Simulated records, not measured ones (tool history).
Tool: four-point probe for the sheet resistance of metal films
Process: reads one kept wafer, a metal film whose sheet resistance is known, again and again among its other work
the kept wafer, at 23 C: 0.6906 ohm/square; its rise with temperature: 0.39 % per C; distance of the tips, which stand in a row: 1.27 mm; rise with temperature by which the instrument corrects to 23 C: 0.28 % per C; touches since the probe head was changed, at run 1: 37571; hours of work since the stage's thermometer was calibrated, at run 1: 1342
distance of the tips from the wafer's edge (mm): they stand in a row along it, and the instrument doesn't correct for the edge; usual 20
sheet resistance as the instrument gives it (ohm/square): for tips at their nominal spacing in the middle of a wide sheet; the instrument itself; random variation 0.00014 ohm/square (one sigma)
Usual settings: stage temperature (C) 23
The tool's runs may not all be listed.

run,hour,stage temperature (C),distance of the tips from the wafer's edge (mm),touches since the probe head was changed,hours of work since the stage's thermometer was calibrated,sheet resistance as the instrument gives it (ohm/square)
1,0,23,20,37571,1342,0.694835
2,13.7,23,11,38370,1351,0.698233
3,34.9,23,11,39607,1365,0.698443
4,56.2,22,11,40848,1379,0.697684
5,81.3,22,11,42310,1396,0.697622
6,103.2,22,11,43588,1410,0.697538
7,124.9,23,20,44852,1424,0.695014
8,137.8,27,20,45608,1433,0.697952
9,156.8,27,20,46712,1445,0.697931
10,180.9,27,20,48119,1461,0.698024
11,197.9,23,6,49112,1472,0.709729
12,223.3,23,6,50589,1489,0.710222
13,245.7,23,20,51896,1503,0.695381
14,276.8,23,20,53711,1524,0.695229
15,293.3,32,20,54669,1534,0.70169
16,319.2,32,20,56181,1551,0.701669
17,347.9,32,20,57853,1570,0.701677
18,367.8,32,20,59013,1583,0.701731
19,387.4,21,6,60156,1596,0.708866
20,416.8,30,15,61873,1615,0.701723
21,443.1,31,27,63405,1633,0.700729
# hour 445.6: stage's thermometer calibrated
22,473.8,28,69,65166,18,0.697463
# hour 492.7: stage's thermometer calibrated, once more
23,499.2,23,4,66619,4,0.730114
24,515.3,33,55,67560,15,0.701986
25,530.7,33,55,68454,25,0.701933
26,548.3,33,55,69483,36,0.702137
27,562.4,19,3,70303,46,0.752106

The next listed run, before its measurement:
28,580.7,33,6,71369,58,?

{"run 28": {"sheet resistance as the instrument gives it (ohm/square)": 0.718311}}
Without the tool's hidden state the same run would have given sheet resistance as the instrument gives it (ohm/square) 0.714013.

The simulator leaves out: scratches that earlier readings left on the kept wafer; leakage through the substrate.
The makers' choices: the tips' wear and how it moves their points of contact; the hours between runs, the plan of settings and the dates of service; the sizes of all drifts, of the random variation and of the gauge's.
